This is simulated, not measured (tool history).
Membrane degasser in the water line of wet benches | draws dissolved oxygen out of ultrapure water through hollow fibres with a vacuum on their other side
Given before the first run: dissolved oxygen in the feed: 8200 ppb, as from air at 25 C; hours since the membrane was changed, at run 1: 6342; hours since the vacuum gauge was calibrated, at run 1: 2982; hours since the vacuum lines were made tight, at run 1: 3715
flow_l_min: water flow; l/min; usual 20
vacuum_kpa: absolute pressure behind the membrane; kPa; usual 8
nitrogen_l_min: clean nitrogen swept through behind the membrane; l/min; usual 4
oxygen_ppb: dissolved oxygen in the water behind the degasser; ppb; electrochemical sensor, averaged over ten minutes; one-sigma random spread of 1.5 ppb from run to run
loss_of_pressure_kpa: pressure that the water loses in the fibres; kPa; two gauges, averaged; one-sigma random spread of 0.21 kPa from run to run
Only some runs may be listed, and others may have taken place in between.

run,hour,flow_l_min,vacuum_kpa,nitrogen_l_min,hours since the membrane was changed,hours since the vacuum gauge was calibrated,hours since the vacuum lines were made tight,oxygen_ppb,loss_of_pressure_kpa
1,0,20,8,4,6342,2982,3715,145.6,49.81
2,171,20,8,1.61,6513,3153,3886,222.3,50.08
3,395.4,20,8,6.23,6737,3378,4110,125,50.07
4,627,20,8,6.23,6969,3609,4342,124.1,49.81
5,764.5,20,11.71,4,7106,3747,4479,185.5,49.82
6,911.3,15,11.71,4,7253,3894,4626,108.1,37.29
7,1135.4,15,11.71,4,7477,4118,4850,109.6,37.19
8,1334.5,20,8,1.72,7676,4317,5049,217.2,50.13
9,1576.2,20,8,1.72,7918,4559,5291,214.2,49.73
10,1818,20,8,4,8160,4800,5533,147.3,50.21
11,2051.2,20,8,4,8393,5034,5766,145.6,50.02
# hour 2191.5: seals of the vacuum lines changed
12,2285.7,20,8,4,8625,5266,94,148.7,49.94
13,2499.4,20,8,8.29,8839,5480,308,116.8,49.91
14,2605.5,20,8,4,8945,5586,414,147.2,50.23
15,2708.6,20,8,4,9048,5689,517,148.3,49.95
# hour 2828.7: membrane cartridge changed
16,2887.7,19,8,4,59,5864,692,126,47.25
17,3120.2,19,8,4,291,6097,925,128.1,47.15
18,3221.7,19,8,4,393,6198,1026,128,47.65
# hour 3293.5: vacuum gauge calibrated
19,3334.7,15,17.94,4.33,506,41,1139,152.4,37.18
20,3436.1,15,14.1,11.38,607,143,1240,66.5,37.65
21,3539.2,15,14.1,11.38,710,246,1343,65.7,37.17
22,3712.2,15,14.1,11.38,883,419,1516,65.8,37.31
23,3862.2,31,11.4,3.25,1033,569,1666,472,77.26
24,4006.1,13,9.24,4,1177,713,1810,63.6,32.69
25,4146.9,13,9.24,4,1318,853,1951,64.6,32.29
26,4327.6,20,8.02,2.75,1498,1034,2132,169.9,49.67
27,4548.1,20,8.02,2.75,1719,1255,2352,168.9,50.1
28,4786.9,20,17.11,4,1958,1493,2591,247,49.75
29,4950.2,13,8.74,4,2121,1657,2754,60.3,32.42
30,5113.7,13,8.74,4,2284,1820,2918,61.1,32.31
31,5333.2,24,6.4,2.09,2504,2040,3137,238,60.47

Below are 3 alternative next runs, each starting from the tool's condition after run 31. Predict each:
A,5575.8,22,16.21,2.56,2747,2282,3380,?,?
B,5575.8,17,6.4,2.09,2747,2282,3380,?,?
C,5575.8,28,16.28,7.5,2747,2282,3380,?,?

run,oxygen_ppb,loss_of_pressure_kpa
A,375.3,54.38
B,110.3,42.42
C,347.8,69.57
With the hidden condition removed and each run's random variation left untouched, the same runs would have given:
run,oxygen_ppb,loss_of_pressure_kpa
A,375,54.36
B,110.2,42.41
C,347.4,69.54
